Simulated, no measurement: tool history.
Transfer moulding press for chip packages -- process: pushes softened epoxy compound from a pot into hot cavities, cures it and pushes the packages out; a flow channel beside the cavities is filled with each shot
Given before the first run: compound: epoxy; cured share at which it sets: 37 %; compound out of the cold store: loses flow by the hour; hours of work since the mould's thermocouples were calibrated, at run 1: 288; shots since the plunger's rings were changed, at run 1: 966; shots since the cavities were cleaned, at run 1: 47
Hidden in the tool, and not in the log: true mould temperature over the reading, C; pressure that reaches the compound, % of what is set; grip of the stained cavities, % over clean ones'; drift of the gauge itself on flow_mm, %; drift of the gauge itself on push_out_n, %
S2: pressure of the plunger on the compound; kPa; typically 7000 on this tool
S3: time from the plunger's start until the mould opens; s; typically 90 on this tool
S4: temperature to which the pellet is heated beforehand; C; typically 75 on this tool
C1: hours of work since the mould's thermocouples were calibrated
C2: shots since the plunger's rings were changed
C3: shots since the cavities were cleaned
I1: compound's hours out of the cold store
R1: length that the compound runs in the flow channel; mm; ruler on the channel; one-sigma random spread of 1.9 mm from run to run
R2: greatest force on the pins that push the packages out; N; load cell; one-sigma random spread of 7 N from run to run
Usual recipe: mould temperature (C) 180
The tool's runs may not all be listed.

{"run": 1, "hour": 0.0, "mould temperature (C)": 180, "S2": 7000, "S3": 90, "S4": 75, "C1": 288, "C2": 966, "C3": 47, "I1": 25.8, "R1": 589, "R2": 291}
{"run": 2, "hour": 11.6, "mould temperature (C)": 180, "S2": 7000, "S3": 90, "S4": 75, "C1": 295, "C2": 1111, "C3": 192, "I1": 32.1, "R1": 578, "R2": 289}
{"run": 3, "hour": 34.3, "mould temperature (C)": 180, "S2": 7000, "S3": 90, "S4": 75, "C1": 309, "C2": 1396, "C3": 477, "I1": 45.7, "R1": 555, "R2": 288}
{"run": 4, "hour": 48.7, "mould temperature (C)": 180, "S2": 7000, "S3": 90, "S4": 75, "C1": 317, "C2": 1576, "C3": 657, "I1": 32.2, "R1": 579, "R2": 295}
{"hour": 57.0, "done": "cavities cleaned with cleaning compound and waxed"}
{"run": 5, "hour": 74.9, "mould temperature (C)": 180, "S2": 7000, "S3": 90, "S4": 75, "C1": 332, "C2": 1886, "C3": 224, "I1": 22.7, "R1": 596, "R2": 303}
{"run": 6, "hour": 90.4, "mould temperature (C)": 180, "S2": 7000, "S3": 90, "S4": 75, "C1": 342, "C2": 2080, "C3": 418, "I1": 43.7, "R1": 556, "R2": 296}
{"run": 7, "hour": 106.5, "mould temperature (C)": 180, "S2": 7000, "S3": 90, "S4": 75, "C1": 351, "C2": 2282, "C3": 620, "I1": 13.7, "R1": 609, "R2": 300}
{"hour": 118.2, "done": "cavities cleaned with cleaning compound and waxed"}
{"run": 8, "hour": 127.8, "mould temperature (C)": 180, "S2": 7000, "S3": 90, "S4": 75, "C1": 363, "C2": 2529, "C3": 120, "I1": 42.8, "R1": 559, "R2": 286}
{"hour": 140.3, "done": "mould's thermocouples calibrated"}
{"run": 9, "hour": 144.5, "mould temperature (C)": 180, "S2": 7000, "S3": 90, "S4": 75, "C1": 3, "C2": 2714, "C3": 305, "I1": 26.4, "R1": 591, "R2": 300}
{"run": 10, "hour": 162.0, "mould temperature (C)": 180, "S2": 7000, "S3": 90, "S4": 75, "C1": 13, "C2": 2933, "C3": 524, "I1": 16.0, "R1": 605, "R2": 298}
{"run": 11, "hour": 172.8, "mould temperature (C)": 180, "S2": 7000, "S3": 90, "S4": 75, "C1": 20, "C2": 3068, "C3": 659, "I1": 18.7, "R1": 599, "R2": 298}
{"hour": 179.3, "done": "plunger's sealing rings changed"}
{"hour": 184.2, "done": "cavities cleaned with cleaning compound and waxed"}
{"run": 12, "hour": 201.7, "mould temperature (C)": 180, "S2": 7000, "S3": 90, "S4": 75, "C1": 35, "C2": 261, "C3": 219, "I1": 35.6, "R1": 567, "R2": 297}
{"run": 13, "hour": 226.1, "mould temperature (C)": 180, "S2": 7000, "S3": 97, "S4": 75, "C1": 49, "C2": 567, "C3": 525, "I1": 40.8, "R1": 565, "R2": 273}
{"hour": 244.6, "done": "cavities cleaned with cleaning compound and waxed"}
{"run": 14, "hour": 248.1, "mould temperature (C)": 183, "S2": 7000, "S3": 90, "S4": 75, "C1": 62, "C2": 824, "C3": 44, "I1": 14.7, "R1": 599, "R2": 255}
{"run": 15, "hour": 272.4, "mould temperature (C)": 183, "S2": 7000, "S3": 90, "S4": 75, "C1": 76, "C2": 1128, "C3": 348, "I1": 31.7, "R1": 572, "R2": 250}
{"run": 16, "hour": 292.2, "mould temperature (C)": 180, "S2": 5730, "S3": 90, "S4": 75, "C1": 88, "C2": 1376, "C3": 596, "I1": 41.8, "R1": 507, "R2": 293}

For run 17, what comes out?
{"run": 17, "hour": 302.4, "mould temperature (C)": 181, "S2": 8790, "S3": 109, "S4": 65, "C1": 95, "C2": 1504, "C3": 724, "I1": 40.9, "R1": "?", "R2": "?"}

Run 17 yielded R1 625 mm, R2 246 N.
Minus the tool's unlogged condition, the same run would have read R1 625 mm, R2 242 N.
